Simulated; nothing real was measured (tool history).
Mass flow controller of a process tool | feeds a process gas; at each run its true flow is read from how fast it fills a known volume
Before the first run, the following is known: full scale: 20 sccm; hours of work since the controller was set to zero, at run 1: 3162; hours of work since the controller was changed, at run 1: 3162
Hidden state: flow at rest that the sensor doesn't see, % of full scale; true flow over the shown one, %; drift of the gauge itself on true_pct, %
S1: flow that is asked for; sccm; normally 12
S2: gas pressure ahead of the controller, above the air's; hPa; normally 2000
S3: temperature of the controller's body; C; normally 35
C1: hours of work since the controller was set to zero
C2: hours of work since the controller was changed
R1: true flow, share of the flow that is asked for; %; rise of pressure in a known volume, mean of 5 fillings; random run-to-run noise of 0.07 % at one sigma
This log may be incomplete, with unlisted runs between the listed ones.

{"run": 1, "hour": 0.0, "S1": 12, "S2": 2000, "S3": 35, "C1": 3162, "C2": 3162, "R1": 100.45}
{"run": 2, "hour": 316.9, "S1": 6, "S2": 2000, "S3": 35, "C1": 3286, "C2": 3286, "R1": 100.71}
{"run": 3, "hour": 490.5, "S1": 12, "S2": 2000, "S3": 35, "C1": 3353, "C2": 3353, "R1": 100.49}
{"run": 4, "hour": 693.3, "S1": 12, "S2": 2000, "S3": 35, "C1": 3432, "C2": 3432, "R1": 100.53}
{"run": 5, "hour": 975.7, "S1": 12, "S2": 2000, "S3": 35, "C1": 3541, "C2": 3541, "R1": 100.5}
{"run": 6, "hour": 1144.3, "S1": 12, "S2": 2000, "S3": 35, "C1": 3607, "C2": 3607, "R1": 100.73}
{"run": 7, "hour": 1422.9, "S1": 12, "S2": 2000, "S3": 35, "C1": 3715, "C2": 3715, "R1": 100.64}
{"hour": 1455.5, "done": "controller's zero set anew"}
{"run": 8, "hour": 1599.8, "S1": 12, "S2": 2000, "S3": 35, "C1": 56, "C2": 3784, "R1": 100.8}
{"run": 9, "hour": 1900.0, "S1": 12, "S2": 2000, "S3": 35, "C1": 173, "C2": 3900, "R1": 100.96}
{"run": 10, "hour": 2206.0, "S1": 12, "S2": 2000, "S3": 35, "C1": 292, "C2": 4019, "R1": 100.85}
{"run": 11, "hour": 2573.9, "S1": 12, "S2": 2000, "S3": 36, "C1": 434, "C2": 4162, "R1": 100.92}
{"run": 12, "hour": 2758.6, "S1": 12, "S2": 2000, "S3": 36, "C1": 506, "C2": 4234, "R1": 100.88}
{"hour": 2812.4, "done": "controller's zero set anew, once more"}
{"run": 13, "hour": 2984.1, "S1": 12, "S2": 2000, "S3": 36, "C1": 67, "C2": 4321, "R1": 100.07}
{"run": 14, "hour": 3209.2, "S1": 12, "S2": 1570, "S3": 27, "C1": 154, "C2": 4409, "R1": 100.61}
{"run": 15, "hour": 3435.6, "S1": 3, "S2": 1580, "S3": 24, "C1": 242, "C2": 4497, "R1": 100.73}
{"run": 16, "hour": 3620.0, "S1": 2, "S2": 2000, "S3": 35, "C1": 314, "C2": 4568, "R1": 99.98}
{"run": 17, "hour": 3779.1, "S1": 4, "S2": 1660, "S3": 35, "C1": 376, "C2": 4630, "R1": 100.15}
{"run": 18, "hour": 3985.6, "S1": 4, "S2": 1660, "S3": 35, "C1": 456, "C2": 4710, "R1": 100.28}
{"run": 19, "hour": 4275.8, "S1": 4, "S2": 1660, "S3": 35, "C1": 568, "C2": 4823, "R1": 100.35}
{"run": 20, "hour": 4547.2, "S1": 20, "S2": 1480, "S3": 35, "C1": 674, "C2": 4929, "R1": 100.81}
{"run": 21, "hour": 4926.2, "S1": 20, "S2": 1480, "S3": 35, "C1": 821, "C2": 5076, "R1": 100.73}
{"run": 22, "hour": 5180.2, "S1": 20, "S2": 1480, "S3": 35, "C1": 920, "C2": 5175, "R1": 100.9}

Branching from run 22: 3 alternative next runs. What would each branch give?
{"run": "A", "hour": 5423.0, "S1": 12, "S2": 2000, "S3": 37, "C1": 1014, "C2": 5269, "R1": "?"}
{"run": "B", "hour": 5423.0, "S1": 20, "S2": 1480, "S3": 33, "C1": 1014, "C2": 5269, "R1": "?"}
{"run": "C", "hour": 5423.0, "S1": 8, "S2": 2100, "S3": 25, "C1": 1014, "C2": 5269, "R1": "?"}

run=A R1=100.37
run=B R1=100.86
run=C R1=100.77
With no hidden state in the tool, these same runs would have given:
run=A R1=99.13
run=B R1=99.7
run=C R1=99.45
